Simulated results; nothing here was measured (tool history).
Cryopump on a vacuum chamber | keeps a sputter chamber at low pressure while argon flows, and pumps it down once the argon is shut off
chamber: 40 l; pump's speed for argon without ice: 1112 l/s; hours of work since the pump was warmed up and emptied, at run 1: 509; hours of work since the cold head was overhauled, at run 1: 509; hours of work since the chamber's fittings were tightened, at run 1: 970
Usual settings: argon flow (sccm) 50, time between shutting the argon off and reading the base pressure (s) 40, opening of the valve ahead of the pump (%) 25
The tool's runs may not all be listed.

run   hour  argon flow (sccm)  time between shutting the argon off and reading the base pressure (s)  opening of the valve ahead of the pump (%)  hours of work since the pump was warmed up and emptied  hours of work since the cold head was overhauled  hours of work since the chamber's fittings were tightened  pressure while argon flows (Pa)  pressure after the wait (uPa)
  1      0                 50                                                                     40                                          25                                                     509                                               509                                                        970                           0.3114                           2.33
  2   41.8                 50                                                                     40                                          25                                                     529                                               529                                                        990                            0.311                           2.48
  3   70.3                 32                                                                     40                                          25                                                     543                                               543                                                       1004                           0.1996                           2.53
  4   98.5                 32                                                                     40                                          25                                                     556                                               556                                                       1017                           0.2001                           2.43
  5  157.8                 32                                                                     40                                          25                                                     585                                               585                                                       1045                           0.1992                           2.53
  6  213.3                 32                                                                     40                                          25                                                     611                                               611                                                       1072                           0.2008                           2.49
  7    255                 50                                                                     40                                          21                                                     631                                               631                                                       1092                           0.3708                           2.54
  8  283.6                 50                                                                     40                                          21                                                     644                                               644                                                       1105                           0.3734                           2.57
  9  343.3                 50                                                                     40                                          21                                                     673                                               673                                                       1134                           0.3693                           2.56
 10  391.7                 37                                                                     40                                          21                                                     696                                               696                                                       1157                           0.2757                           2.61
 11    448                 37                                                                     40                                          21                                                     723                                               723                                                       1184                           0.2745                           2.67
 12  491.6                 50                                                                     40                                          25                                                     744                                               744                                                       1204                           0.3168                           2.81
 13  551.2                 50                                                                     40                                          45                                                     772                                               772                                                       1233                           0.1819                           2.77
 14  585.5                 50                                                                     40                                          17                                                     788                                               788                                                       1249                           0.4612                           2.83
 15  634.3                 50                                                                     40                                          25                                                     811                                               811                                                       1272                           0.3172                           2.83
 16  683.3                 50                                                                     40                                          25                                                     835                                               835                                                       1296                           0.3167                           2.76
 17  741.4                 50                                                                     40                                          25                                                     862                                               862                                                       1323                           0.3176                           2.86
 18  791.5                 50                                                                    173                                          20                                                     886                                               886                                                       1347                           0.3948                           2.17
 19    848                 51                                                                    173                                          20                                                     913                                               913                                                       1374                           0.4005                           2.28
 20  875.8                 51                                                                    173                                          20                                                     926                                               926                                                       1387                           0.4037                           2.24
 21  924.6                 51                                                                     48                                          27                                                     950                                               950                                                       1410                           0.3016                           2.86

Run 22 comes next. What will it give?
 22  950.6                 51                                                                    288                                          27                                                     962                                               962                                                       1423                                ?                              ?

{"run 22": {"pressure while argon flows (Pa)": 0.3037, "pressure after the wait (uPa)": 2.19}}
Without the tool's hidden state the same run would have given pressure while argon flows (Pa) 0.2875, pressure after the wait (uPa) 0.42.
